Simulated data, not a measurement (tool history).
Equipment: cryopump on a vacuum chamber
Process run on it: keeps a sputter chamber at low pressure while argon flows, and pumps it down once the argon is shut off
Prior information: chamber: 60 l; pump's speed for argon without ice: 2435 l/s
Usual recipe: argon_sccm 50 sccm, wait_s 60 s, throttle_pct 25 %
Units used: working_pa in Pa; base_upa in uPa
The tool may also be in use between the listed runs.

Run 1, hour 0.0: usual settings. Result: working_pa 0.1398 Pa, base_upa 1.57 uPa.
Run 2, hour 10.1: usual settings. Result: working_pa 0.1403 Pa, base_upa 1.58 uPa.
Run 3, hour 24.8: usual settings but argon_sccm 63 sccm. Result: working_pa 0.1777 Pa, base_upa 1.57 uPa.
Run 4, hour 35.4: usual settings but argon_sccm 35 sccm. Result: working_pa 0.0990 Pa, base_upa 1.54 uPa.
Run 5, hour 46.4: usual settings but argon_sccm 35 sccm. Result: working_pa 0.0982 Pa, base_upa 1.60 uPa.
Run 6, hour 57.7: usual settings but argon_sccm 35 sccm. Result: working_pa 0.0984 Pa, base_upa 1.53 uPa.
Run 7, hour 74.6: usual settings but argon_sccm 35 sccm. Result: working_pa 0.0987 Pa, base_upa 1.56 uPa.
Run 8, hour 88.2: usual settings. Result: working_pa 0.1415 Pa, base_upa 1.61 uPa.
Run 9, hour 98.9: usual settings. Result: working_pa 0.1408 Pa, base_upa 1.64 uPa.
Run 10, hour 108.0: usual settings. Result: working_pa 0.1417 Pa, base_upa 1.63 uPa.
Run 11, hour 120.5: usual settings. Result: working_pa 0.1409 Pa, base_upa 1.59 uPa.
Run 12, hour 133.2: usual settings but wait_s 22 s. Result: working_pa 0.1431 Pa, base_upa 2.89 uPa.
Run 13, hour 145.8: usual settings but wait_s 22 s. Result: working_pa 0.1426 Pa, base_upa 2.96 uPa.
Run 14, hour 155.8: usual settings. Result: working_pa 0.1415 Pa, base_upa 1.61 uPa.
Run 15, hour 164.0: usual settings. Result: working_pa 0.1420 Pa, base_upa 1.65 uPa.
Run 16, hour 178.8: usual settings but argon_sccm 47 sccm. Result: working_pa 0.1330 Pa, base_upa 1.64 uPa.
Run 17, hour 189.7: usual settings but argon_sccm 47 sccm. Result: working_pa 0.1340 Pa, base_upa 1.66 uPa.
Run 18, hour 206.3: usual settings but argon_sccm 47 sccm. Result: working_pa 0.1332 Pa, base_upa 1.61 uPa.
Run 19, hour 215.0: usual settings but argon_sccm 47 sccm, throttle_pct 22 %. Result: working_pa 0.1528 Pa, base_upa 1.61 uPa.
Run 20, hour 229.7: usual settings but argon_sccm 48 sccm, wait_s 109 s, throttle_pct 16 %. Result: working_pa 0.2111 Pa, base_upa 1.35 uPa.
Run 21, hour 242.1: usual settings but argon_sccm 26 sccm, wait_s 249 s, throttle_pct 20 %. Result: working_pa 0.0921 Pa, base_upa 1.09 uPa.
Run 22, hour 257.2: usual settings but argon_sccm 86 sccm, wait_s 21 s, throttle_pct 58 %. Result: working_pa 0.1087 Pa, base_upa 3.13 uPa.
Run 23, hour 268.9: usual settings but argon_sccm 86 sccm, wait_s 21 s, throttle_pct 58 %. Result: working_pa 0.1089 Pa, base_upa 3.14 uPa.
Run 24, hour 281.9: usual settings but argon_sccm 52 sccm, throttle_pct 56 %. Result: working_pa 0.0692 Pa, base_upa 1.71 uPa.
Run 25, hour 293.9: usual settings but argon_sccm 52 sccm, wait_s 84 s, throttle_pct 56 %. Result: working_pa 0.0686 Pa, base_upa 1.48 uPa.
Run 26, hour 308.7: usual settings but argon_sccm 72 sccm, wait_s 192 s, throttle_pct 41 %. Result: working_pa 0.1273 Pa, base_upa 1.20 uPa.
Run 27, hour 317.9: usual settings but argon_sccm 34 sccm, wait_s 57 s, throttle_pct 41 %. Result: working_pa 0.0600 Pa, base_upa 1.79 uPa.
Run 28, hour 326.1: usual settings but argon_sccm 34 sccm, wait_s 57 s, throttle_pct 41 %. Result: working_pa 0.0597 Pa, base_upa 1.73 uPa.

Expected results for the next run?
Run 29, hour 334.0: usual settings but argon_sccm 34 sccm, wait_s 57 s, throttle_pct 41 %. Result: working_pa ?, base_upa ?.

Logged for run 29: working_pa 0.0599 Pa, base_upa 1.77 uPa.
Minus the tool's unlogged condition, the same run would have read working_pa 0.0569 Pa, base_upa 0.93 uPa.
